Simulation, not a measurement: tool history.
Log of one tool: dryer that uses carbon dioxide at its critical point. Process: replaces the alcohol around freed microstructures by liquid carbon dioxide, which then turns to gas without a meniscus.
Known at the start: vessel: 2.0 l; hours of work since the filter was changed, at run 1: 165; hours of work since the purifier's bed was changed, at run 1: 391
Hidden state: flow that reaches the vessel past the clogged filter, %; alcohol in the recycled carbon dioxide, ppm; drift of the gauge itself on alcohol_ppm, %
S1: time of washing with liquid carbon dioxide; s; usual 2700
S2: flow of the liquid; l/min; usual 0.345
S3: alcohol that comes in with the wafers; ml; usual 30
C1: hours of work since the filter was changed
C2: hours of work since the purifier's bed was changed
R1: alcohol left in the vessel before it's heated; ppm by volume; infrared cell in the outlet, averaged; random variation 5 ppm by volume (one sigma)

| run | hour | S1 | S2 | S3 | C1 | C2 | R1 |
|---|---|---|---|---|---|---|---|
| 1 | 0.0 | 2700 | 0.345 | 30 | 165 | 391 | 119 |
| 2 | 38.6 | 2700 | 0.345 | 30 | 191 | 417 | 131 |
| 3 | 57.8 | 2700 | 0.345 | 30 | 203 | 429 | 130 |
| 4 | 92.0 | 2700 | 0.345 | 30 | 226 | 452 | 142 |
| 5 | 122.9 | 2700 | 0.345 | 30 | 246 | 472 | 145 |
| 6 | 164.0 | 2040 | 0.345 | 30 | 274 | 500 | 343 |
| 7 | 203.5 | 2700 | 0.345 | 30 | 300 | 526 | 153 |
|  | 236.6 | inlet filter changed |
| 8 | 245.7 | 2700 | 0.316 | 30 | 6 | 553 | 151 |
| 9 | 268.8 | 2700 | 0.316 | 30 | 21 | 568 | 162 |
| 10 | 297.4 | 2940 | 0.523 | 22 | 40 | 587 | 95 |
| 11 | 328.4 | 2040 | 0.498 | 95 | 61 | 608 | 190 |
| 12 | 348.3 | 2040 | 0.498 | 95 | 74 | 621 | 194 |
| 13 | 379.5 | 2040 | 0.345 | 63 | 95 | 642 | 526 |
| 14 | 412.0 | 2040 | 0.345 | 63 | 116 | 663 | 558 |
| 15 | 444.9 | 2040 | 0.345 | 63 | 138 | 685 | 572 |
| 16 | 480.6 | 3840 | 0.341 | 30 | 162 | 709 | 108 |
| 17 | 511.4 | 3540 | 0.386 | 25 | 182 | 729 | 121 |

4 ways to go on from here, each from the tool as it stands after run 17. What would each give?
| A | 549.6 | 2700 | 0.558 | 31 | 207 | 755 | ? |
| B | 549.6 | 2700 | 0.345 | 43 | 207 | 755 | ? |
| C | 549.6 | 1860 | 0.578 | 30 | 207 | 755 | ? |
| D | 549.6 | 1680 | 0.237 | 66 | 207 | 755 | ? |

| run | R1 |
|---|---|
| A | 116 |
| B | 214 |
| C | 149 |
| D | 3314 |
Without the tool's hidden state the same runs would have given:
| run | R1 |
|---|---|
| A | 9 |
| B | 69 |
| C | 29 |
| D | 2586 |
